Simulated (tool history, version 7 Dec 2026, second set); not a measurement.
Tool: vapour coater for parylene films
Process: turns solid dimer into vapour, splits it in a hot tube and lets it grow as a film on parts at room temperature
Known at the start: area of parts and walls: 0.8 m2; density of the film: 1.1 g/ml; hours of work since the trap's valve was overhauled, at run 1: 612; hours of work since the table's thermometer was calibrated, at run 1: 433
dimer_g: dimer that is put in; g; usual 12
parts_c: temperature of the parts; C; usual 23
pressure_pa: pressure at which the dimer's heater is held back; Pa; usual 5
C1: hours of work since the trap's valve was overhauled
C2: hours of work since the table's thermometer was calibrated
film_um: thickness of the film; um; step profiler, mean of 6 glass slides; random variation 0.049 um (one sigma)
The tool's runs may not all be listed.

run 1 hour=0 | dimer_g=12 parts_c=23 pressure_pa=5 | C1=612 C2=433 | film_um=7.87
run 2 hour=41.5 | dimer_g=12 parts_c=23 pressure_pa=5 | C1=629 C2=450 | film_um=7.91
run 3 hour=70.2 | dimer_g=12 parts_c=24 pressure_pa=5 | C1=641 C2=462 | film_um=7.63
run 4 hour=91.3 | dimer_g=12 parts_c=23 pressure_pa=5 | C1=650 C2=471 | film_um=7.88
run 5 hour=117.6 | dimer_g=12 parts_c=23 pressure_pa=5 | C1=661 C2=481 | film_um=7.81
run 6 hour=163 | dimer_g=12 parts_c=23 pressure_pa=5 | C1=680 C2=500 | film_um=7.88
-- hour=202.4 trap's valve overhauled
run 7 hour=212.9 | dimer_g=12 parts_c=26 pressure_pa=5 | C1=4 C2=519 | film_um=7.63
run 8 hour=252.9 | dimer_g=12 parts_c=26 pressure_pa=5 | C1=21 C2=536 | film_um=7.52
run 9 hour=281.5 | dimer_g=11 parts_c=26 pressure_pa=5 | C1=33 C2=548 | film_um=6.92
run 10 hour=312.9 | dimer_g=11 parts_c=26 pressure_pa=5 | C1=46 C2=561 | film_um=6.93
run 11 hour=343.4 | dimer_g=12 parts_c=23 pressure_pa=5 | C1=58 C2=573 | film_um=8.34
run 12 hour=391.4 | dimer_g=12 parts_c=23 pressure_pa=3.83 | C1=78 C2=593 | film_um=8.73
run 13 hour=438.7 | dimer_g=12 parts_c=20 pressure_pa=7.77 | C1=98 C2=613 | film_um=8.59
run 14 hour=487.8 | dimer_g=12 parts_c=20 pressure_pa=7.77 | C1=118 C2=633 | film_um=8.45
run 15 hour=522.8 | dimer_g=12 parts_c=20 pressure_pa=7.77 | C1=133 C2=648 | film_um=8.42

The next listed run, before its measurement:
run 16 hour=552 | dimer_g=21 parts_c=23 pressure_pa=5 | C1=145 C2=660 | film_um=?

Run 16 gave film_um 14.42 um.
Without the tool's hidden state the same run would have given film_um 14.89 um.

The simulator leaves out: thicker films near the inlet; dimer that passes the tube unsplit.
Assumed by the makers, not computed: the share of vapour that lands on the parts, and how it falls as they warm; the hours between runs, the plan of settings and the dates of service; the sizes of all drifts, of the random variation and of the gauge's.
